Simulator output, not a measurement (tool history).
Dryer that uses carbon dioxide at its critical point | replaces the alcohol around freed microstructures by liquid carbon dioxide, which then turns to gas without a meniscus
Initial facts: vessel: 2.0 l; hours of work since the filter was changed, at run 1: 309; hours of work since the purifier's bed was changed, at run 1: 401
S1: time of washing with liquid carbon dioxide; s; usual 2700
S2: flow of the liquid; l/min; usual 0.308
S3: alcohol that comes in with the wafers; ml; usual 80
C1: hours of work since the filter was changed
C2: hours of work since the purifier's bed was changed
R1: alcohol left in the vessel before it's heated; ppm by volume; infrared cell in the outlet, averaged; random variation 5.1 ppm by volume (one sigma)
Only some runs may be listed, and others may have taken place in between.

run	hour	S1	S2	S3	C1	C2	R1
1	0	2700	0.308	80	309	401	212
# hour 8.4: inlet filter changed
2	37.3	2700	0.308	80	20	426	119
3	70.4	2700	0.308	80	42	449	132
4	107.4	2700	0.308	80	67	474	141
5	126.2	2040	0.308	80	80	486	419
6	157.8	2700	0.308	80	102	508	156
7	190.6	2700	0.308	80	124	530	165
8	211.9	2700	0.308	80	138	545	169
9	241.5	2700	0.308	80	159	565	177
10	271.2	2700	0.308	80	179	585	197
11	292.7	2700	0.308	80	193	600	191
12	329.7	2700	0.308	80	219	625	207
13	350.4	2700	0.308	80	233	639	212
14	369.6	2700	0.308	80	246	652	221
15	393.2	2700	0.308	80	262	668	230
16	417.3	2700	0.308	80	278	684	232
17	446	2700	0.308	80	298	704	248
# hour 472.9: inlet filter changed
18	477.8	2700	0.384	80	3	725	123
19	506.7	2700	0.308	80	23	745	171
20	528.7	2700	0.308	99	38	760	196
21	553.7	2700	0.308	99	55	777	204
22	580.3	1920	0.34	34	73	795	245
23	613.6	2340	0.308	22	96	817	176
24	637.5	2340	0.308	22	112	834	179
25	661.7	1800	0.279	90	128	850	1248
26	681.1	1980	0.308	80	142	863	588
27	698	1980	0.308	44	153	875	380
28	731.3	1980	0.226	42	176	897	992
29	752.8	1980	0.226	42	190	912	1029
30	784.2	1980	0.478	119	212	933	203
31	810.4	1980	0.478	119	230	951	225
32	841.6	1980	0.478	119	251	972	219
33	869.9	1980	0.207	56	270	992	1942
34	904.5	3480	0.308	80	294	1015	177
35	921.6	3480	0.211	51	305	1027	362
# hour 936.9: inlet filter changed
36	958.7	3480	0.211	51	15	1051	253
37	984.4	1800	0.194	51	32	1069	2002
38	1020.9	1740	0.491	51	57	1094	188
39	1061.6	1740	0.239	51	85	1121	1294
40	1093.2	3120	0.239	51	106	1143	271

Forecast each of these 5 alternatives for the next run:
A	1113.9	4020	0.459	80	120	1157	?
B	1113.9	2400	0.443	25	120	1157	?
C	1113.9	2340	0.369	105	120	1157	?
D	1113.9	3120	0.38	51	120	1157	?
E	1113.9	3120	0.315	40	120	1157	?

run	R1
A	169
B	173
C	247
D	189
E	191
Without the tool's unlogged condition, the same runs would have read:
run	R1
A	0
B	2
C	57
D	12
E	17
